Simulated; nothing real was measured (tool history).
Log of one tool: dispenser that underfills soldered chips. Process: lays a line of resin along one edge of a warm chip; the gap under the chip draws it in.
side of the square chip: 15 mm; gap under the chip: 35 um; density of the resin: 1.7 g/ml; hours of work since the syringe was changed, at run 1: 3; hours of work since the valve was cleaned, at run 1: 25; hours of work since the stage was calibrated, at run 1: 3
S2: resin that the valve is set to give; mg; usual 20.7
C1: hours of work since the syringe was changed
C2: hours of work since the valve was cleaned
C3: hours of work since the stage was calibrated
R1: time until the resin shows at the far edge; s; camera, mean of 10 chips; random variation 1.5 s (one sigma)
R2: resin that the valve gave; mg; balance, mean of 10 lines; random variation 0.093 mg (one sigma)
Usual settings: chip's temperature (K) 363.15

run 1 day=0 | chip's_temperature_(K)=363.15 S2=20.7 | C1=3 C2=25 C3=3 | R1=175.3 R2=20.24
-- day=0.325 new syringe of resin
run 2 day=0.475 | chip's_temperature_(K)=363.15 S2=20.7 | C1=3 C2=34 C3=12 | R1=175.3 R2=20.12
run 3 day=0.708 | chip's_temperature_(K)=363.15 S2=20.7 | C1=7 C2=38 C3=17 | R1=239.1 R2=19.94
-- day=0.8 new syringe of resin
run 4 day=0.967 | chip's_temperature_(K)=363.15 S2=20.7 | C1=3 C2=43 C3=21 | R1=177.1 R2=19.85
-- day=1.279 new syringe of resin
run 5 day=1.383 | chip's_temperature_(K)=363.15 S2=25.1 | C1=2 C2=51 C3=29 | R1=156.4 R2=24.03
run 6 day=1.696 | chip's_temperature_(K)=363.15 S2=25.1 | C1=8 C2=57 C3=35 | R1=232.1 R2=23.76
-- day=1.742 new syringe of resin
-- day=1.888 dispensing valve cleaned and set on the balance
run 7 day=2.021 | chip's_temperature_(K)=363.15 S2=20.7 | C1=4 C2=3 C3=40 | R1=192.2 R2=20.55
-- day=2.271 new syringe of resin
run 8 day=2.317 | chip's_temperature_(K)=363.15 S2=25.2 | C1=1 C2=8 C3=46 | R1=149.5 R2=24.92
run 9 day=2.608 | chip's_temperature_(K)=363.15 S2=25.3 | C1=6 C2=14 C3=51 | R1=215.2 R2=24.88
-- day=2.75 new syringe of resin
run 10 day=3.117 | chip's_temperature_(K)=363.15 S2=25.3 | C1=7 C2=23 C3=61 | R1=220.5 R2=24.6
-- day=3.246 new syringe of resin
run 11 day=3.612 | chip's_temperature_(K)=376.15 S2=19.6 | C1=7 C2=32 C3=70 | R1=137.4 R2=18.92
-- day=3.721 new syringe of resin
run 12 day=4.025 | chip's_temperature_(K)=367.15 S2=19.6 | C1=6 C2=40 C3=78 | R1=181.6 R2=18.88

The next listed run, before its measurement:
-- day=4.196 new syringe of resin
run 13 day=4.35 | chip's_temperature_(K)=368.15 S2=20.8 | C1=3 C2=46 C3=84 | R1=? R2=?

{"run 13": {"R1": 141.1, "R2": 19.72}}
Without the tool's hidden state the same run would have given R1 115.8 s, R2 20.74 mg.
